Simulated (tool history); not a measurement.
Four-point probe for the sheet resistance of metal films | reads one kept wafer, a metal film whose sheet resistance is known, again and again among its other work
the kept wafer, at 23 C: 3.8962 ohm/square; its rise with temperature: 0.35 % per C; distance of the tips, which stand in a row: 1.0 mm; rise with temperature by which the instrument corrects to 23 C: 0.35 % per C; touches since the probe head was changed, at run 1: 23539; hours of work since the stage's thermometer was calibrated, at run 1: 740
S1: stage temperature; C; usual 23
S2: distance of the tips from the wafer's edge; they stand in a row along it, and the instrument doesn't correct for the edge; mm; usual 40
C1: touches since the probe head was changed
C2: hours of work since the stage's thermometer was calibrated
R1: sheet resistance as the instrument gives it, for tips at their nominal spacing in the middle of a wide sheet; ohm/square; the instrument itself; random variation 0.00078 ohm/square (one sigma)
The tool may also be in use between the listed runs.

run	hour	S1	S2	C1	C2	R1
1	0	23	40	23539	740	3.897849
2	54.3	23	40	25183	766	3.896386
3	90.7	23	40	26286	784	3.896991
4	143.4	23	40	27881	809	3.896169
5	181.3	25	40	29028	828	3.896599
6	230.6	25	40	30523	852	3.897476
7	276.6	25	40	31914	874	3.897098
8	330.8	28	72	33558	901	3.893638
9	373.7	28	72	34858	922	3.893791
10	415.5	28	72	36122	942	3.896063

Measured less the same run without the tool's hidden state. The same run-to-run variation is in both; the gauge's scatter may not be:
The hidden state here: inner tips' distance over the nominal, %; tips' flats over new ones', %; wafer's true temperature over the reading, C; drift of the gauge itself on sheet_ohm, %.
run	R1
1	-0.001425
2	-0.001457
3	-0.001479
4	-0.001512
5	-0.001535
6	-0.001567
7	-0.001594
8	-0.001624
9	-0.001649
10	-0.001675

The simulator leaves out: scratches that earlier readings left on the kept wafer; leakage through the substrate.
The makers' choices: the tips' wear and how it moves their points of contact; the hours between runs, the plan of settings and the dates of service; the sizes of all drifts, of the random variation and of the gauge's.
